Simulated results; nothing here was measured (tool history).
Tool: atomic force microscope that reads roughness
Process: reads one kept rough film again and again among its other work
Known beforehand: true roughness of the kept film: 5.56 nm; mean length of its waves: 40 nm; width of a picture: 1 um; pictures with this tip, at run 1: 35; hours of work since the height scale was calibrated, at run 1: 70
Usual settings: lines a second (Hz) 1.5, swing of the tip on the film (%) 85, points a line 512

run,hour,lines a second (Hz),swing of the tip on the film (%),points a line,pictures with this tip,hours of work since the height scale was calibrated,roughness of the kept film (nm (root mean square))
1,0,1.5,85,512,35,70,3.956
2,5.4,1.5,85,451,42,72,3.893
3,12.9,1.5,85,451,51,76,3.803
4,19.2,1.5,85,512,59,78,3.684
5,25.8,1.5,85,434,68,81,3.604
6,35.4,1.27,85,512,80,86,3.527
7,40.5,1.27,85,512,86,88,3.48
# hour 45.8: new tip fitted
8,48.4,1.27,85,512,3,91,4.525
9,54.6,1.5,85,949,11,94,4.368
10,61.6,1.5,85,949,20,97,4.194
11,66.2,1.5,85,512,25,99,4.166
12,76.2,1.5,85,711,38,104,4.006
13,86.9,1.5,85,512,51,108,3.85
14,96.2,2.73,85,512,63,113,3.442
15,101.3,1.5,82,848,69,115,3.733
16,108.6,1.5,82,848,78,118,3.661
17,117,0.63,81,512,89,122,3.73
# hour 119.8: new tip fitted
18,126.4,0.63,67,830,8,126,4.845
19,135.3,0.63,67,830,19,130,4.634
20,145.9,1.46,89,512,32,134,3.974
21,155.4,1.17,64,320,44,139,4.209
22,160.8,1.07,85,512,51,141,3.939
23,169.9,0.72,65,883,62,145,4.064
24,175.3,0.72,65,883,69,148,3.99
25,185.6,0.72,65,883,82,152,3.844
26,192.1,1.45,81,638,90,155,3.51
# hour 194.1: new tip fitted
27,203.1,2.11,81,633,11,160,4.267

Describe how what the log doesn't record of the tool's condition differs between the last listed run preceding each entry between runs and the first listed run following it.
After run 7, before run 8: new tip fitted (hour 45.8)
  radius of the tip, nm: 32.1 -> 8
  the result without the hidden state subtracted from the measured one, roughness of the kept film (nm (root mean square)): -1.09 -> -0.051
After run 17, before run 18: new tip fitted (hour 119.8)
  radius of the tip, nm: 30.7 -> 9.3; height scale over the true one, %: 0.17 -> 0.18
  the result without the hidden state subtracted from the measured one, roughness of the kept film (nm (root mean square)): -1.1 -> -0.132
After run 26, before run 27: new tip fitted (hour 194.1)
  radius of the tip, nm: 32.4 -> 9.9; height scale over the true one, %: 0.23 -> 0.24
  the result without the hidden state subtracted from the measured one, roughness of the kept film (nm (root mean square)): -1.106 -> -0.147
